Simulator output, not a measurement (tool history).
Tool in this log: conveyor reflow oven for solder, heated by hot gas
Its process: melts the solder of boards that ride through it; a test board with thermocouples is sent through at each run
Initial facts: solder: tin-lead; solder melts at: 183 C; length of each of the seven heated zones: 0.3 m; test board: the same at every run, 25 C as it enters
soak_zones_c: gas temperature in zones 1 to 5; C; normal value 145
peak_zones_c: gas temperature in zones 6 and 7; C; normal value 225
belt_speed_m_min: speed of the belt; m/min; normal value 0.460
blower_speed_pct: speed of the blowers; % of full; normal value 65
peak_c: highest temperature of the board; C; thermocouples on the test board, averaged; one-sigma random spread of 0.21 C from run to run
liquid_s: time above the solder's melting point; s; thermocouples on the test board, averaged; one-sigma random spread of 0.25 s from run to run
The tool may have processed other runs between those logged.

run 1 hour=0.0 | soak_zones_c=145 peak_zones_c=225 belt_speed_m_min=0.460 blower_speed_pct=65 | peak_c=212.8 liquid_s=58.8
run 2 hour=27.0 | soak_zones_c=145 peak_zones_c=220 belt_speed_m_min=0.460 blower_speed_pct=65 | peak_c=208.6 liquid_s=54.9
run 3 hour=66.5 | soak_zones_c=145 peak_zones_c=225 belt_speed_m_min=0.460 blower_speed_pct=65 | peak_c=212.8 liquid_s=58.4
run 4 hour=95.2 | soak_zones_c=145 peak_zones_c=228 belt_speed_m_min=0.460 blower_speed_pct=65 | peak_c=215.5 liquid_s=60.7
run 5 hour=125.7 | soak_zones_c=145 peak_zones_c=228 belt_speed_m_min=0.460 blower_speed_pct=65 | peak_c=215.7 liquid_s=60.5
run 6 hour=160.8 | soak_zones_c=145 peak_zones_c=228 belt_speed_m_min=0.460 blower_speed_pct=65 | peak_c=215.2 liquid_s=60.8
run 7 hour=197.5 | soak_zones_c=145 peak_zones_c=228 belt_speed_m_min=0.460 blower_speed_pct=65 | peak_c=215.5 liquid_s=60.8
run 8 hour=218.1 | soak_zones_c=145 peak_zones_c=225 belt_speed_m_min=0.460 blower_speed_pct=78 | peak_c=214.9 liquid_s=60.3
run 9 hour=247.3 | soak_zones_c=145 peak_zones_c=225 belt_speed_m_min=0.460 blower_speed_pct=65 | peak_c=212.5 liquid_s=57.8
run 10 hour=288.4 | soak_zones_c=145 peak_zones_c=225 belt_speed_m_min=0.460 blower_speed_pct=65 | peak_c=212.6 liquid_s=58.2
run 11 hour=308.2 | soak_zones_c=145 peak_zones_c=225 belt_speed_m_min=0.460 blower_speed_pct=65 | peak_c=212.7 liquid_s=58.5
run 12 hour=337.4 | soak_zones_c=145 peak_zones_c=225 belt_speed_m_min=0.460 blower_speed_pct=65 | peak_c=212.5 liquid_s=58.4
run 13 hour=356.2 | soak_zones_c=145 peak_zones_c=225 belt_speed_m_min=0.460 blower_speed_pct=65 | peak_c=212.7 liquid_s=58.3
run 14 hour=384.7 | soak_zones_c=149 peak_zones_c=219 belt_speed_m_min=0.514 blower_speed_pct=81 | peak_c=207.8 liquid_s=49.5
run 15 hour=427.5 | soak_zones_c=149 peak_zones_c=219 belt_speed_m_min=0.514 blower_speed_pct=81 | peak_c=207.5 liquid_s=49.3
run 16 hour=446.4 | soak_zones_c=149 peak_zones_c=219 belt_speed_m_min=0.514 blower_speed_pct=81 | peak_c=207.6 liquid_s=49.3
-- hour=453.9 flux residue cleaned out of gas plates and filters
run 17 hour=483.5 | soak_zones_c=151 peak_zones_c=236 belt_speed_m_min=0.460 blower_speed_pct=54 | peak_c=219.8 liquid_s=65.8
run 18 hour=515.1 | soak_zones_c=138 peak_zones_c=221 belt_speed_m_min=0.460 blower_speed_pct=65 | peak_c=206.6 liquid_s=49.3
run 19 hour=552.9 | soak_zones_c=145 peak_zones_c=225 belt_speed_m_min=0.460 blower_speed_pct=61 | peak_c=210.4 liquid_s=56.2
-- hour=560.5 flux residue cleaned out of gas plates and filters, once more
run 20 hour=599.1 | soak_zones_c=145 peak_zones_c=225 belt_speed_m_min=0.502 blower_speed_pct=76 | peak_c=213.0 liquid_s=53.9
run 21 hour=623.7 | soak_zones_c=145 peak_zones_c=221 belt_speed_m_min=0.460 blower_speed_pct=89 | peak_c=213.1 liquid_s=60.3
run 22 hour=655.8 | soak_zones_c=146 peak_zones_c=218 belt_speed_m_min=0.427 blower_speed_pct=65 | peak_c=209.3 liquid_s=61.5
run 23 hour=673.6 | soak_zones_c=154 peak_zones_c=225 belt_speed_m_min=0.501 blower_speed_pct=65 | peak_c=213.3 liquid_s=57.7
run 24 hour=715.7 | soak_zones_c=154 peak_zones_c=219 belt_speed_m_min=0.471 blower_speed_pct=87 | peak_c=212.3 liquid_s=62.1
run 25 hour=740.7 | soak_zones_c=154 peak_zones_c=219 belt_speed_m_min=0.471 blower_speed_pct=87 | peak_c=211.9 liquid_s=61.4
run 26 hour=760.6 | soak_zones_c=134 peak_zones_c=234 belt_speed_m_min=0.445 blower_speed_pct=65 | peak_c=220.4 liquid_s=62.8

What if the next run were any one of these 4? Each begins from the tool's condition after run 26:
run A hour=782.9 | soak_zones_c=134 peak_zones_c=234 belt_speed_m_min=0.445 blower_speed_pct=62 | peak_c=? liquid_s=?
run B hour=782.9 | soak_zones_c=134 peak_zones_c=234 belt_speed_m_min=0.483 blower_speed_pct=66 | peak_c=? liquid_s=?
run C hour=782.9 | soak_zones_c=145 peak_zones_c=236 belt_speed_m_min=0.460 blower_speed_pct=81 | peak_c=? liquid_s=?
run D hour=782.9 | soak_zones_c=148 peak_zones_c=221 belt_speed_m_min=0.445 blower_speed_pct=73 | peak_c=? liquid_s=?

run=A peak_c=220.2 liquid_s=61.8
run=B peak_c=218.6 liquid_s=55.6
run=C peak_c=225.6 liquid_s=68.1
run=D peak_c=212.4 liquid_s=62.8
What these runs would have given with no unlogged condition in the tool:
run=A peak_c=219.2 liquid_s=60.6
run=B peak_c=217.7 liquid_s=54.6
run=C peak_c=224.6 liquid_s=67.0
run=D peak_c=211.3 liquid_s=61.5

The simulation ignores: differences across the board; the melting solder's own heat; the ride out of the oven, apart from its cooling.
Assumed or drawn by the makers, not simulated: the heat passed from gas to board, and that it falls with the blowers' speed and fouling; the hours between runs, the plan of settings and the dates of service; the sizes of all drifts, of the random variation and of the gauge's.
